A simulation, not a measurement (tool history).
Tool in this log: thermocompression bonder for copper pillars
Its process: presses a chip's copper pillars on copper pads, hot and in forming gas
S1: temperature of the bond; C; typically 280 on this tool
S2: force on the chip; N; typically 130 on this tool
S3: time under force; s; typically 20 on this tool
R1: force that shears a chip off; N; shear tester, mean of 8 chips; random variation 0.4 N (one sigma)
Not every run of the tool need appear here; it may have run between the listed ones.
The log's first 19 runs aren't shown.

| run | day | S1 | S2 | S3 | R1 |
|---|---|---|---|---|---|
| 20 | 11.346 | 274 | 155 | 27 | 44.8 |
| 21 | 11.925 | 280 | 142 | 17 | 36.3 |
| 22 | 12.442 | 299 | 173 | 17 | 53.4 |
| 23 | 13.104 | 299 | 173 | 17 | 54.5 |
| 24 | 13.454 | 258 | 130 | 20 | 26.8 |
| 25 | 14.108 | 258 | 130 | 20 | 27.0 |
| 26 | 14.650 | 267 | 88 | 11 | 14.6 |
| 27 | 15.492 | 267 | 100 | 35 | 28.1 |
|  | 16.050 | forming gas filter changed |
| 28 | 16.142 | 267 | 100 | 35 | 27.8 |
| 29 | 16.733 | 280 | 101 | 11 | 19.9 |
| 30 | 17.550 | 280 | 101 | 11 | 20.4 |
| 31 | 18.233 | 259 | 130 | 20 | 27.8 |
| 32 | 18.796 | 259 | 98 | 46 | 27.9 |
| 33 | 19.300 | 259 | 98 | 46 | 27.8 |
| 34 | 20.004 | 280 | 103 | 20 | 26.8 |
| 35 | 20.354 | 280 | 103 | 20 | 26.6 |
| 36 | 20.925 | 280 | 156 | 13 | 36.4 |

Branching from run 36: 4 alternative next runs. What would each branch give?
| A | 21.608 | 270 | 176 | 19 | ? |
| B | 21.608 | 280 | 79 | 13 | ? |
| C | 21.608 | 280 | 85 | 25 | ? |
| D | 21.608 | 308 | 144 | 45 | ? |

| run | R1 |
|---|---|
| A | 42.4 |
| B | 16.1 |
| C | 24.2 |
| D | 65.3 |
Take away the tool's hidden state, keep each run's random variation, and the runs would have read:
| run | R1 |
|---|---|
| A | 42.8 |
| B | 16.2 |
| C | 24.5 |
| D | 65.8 |
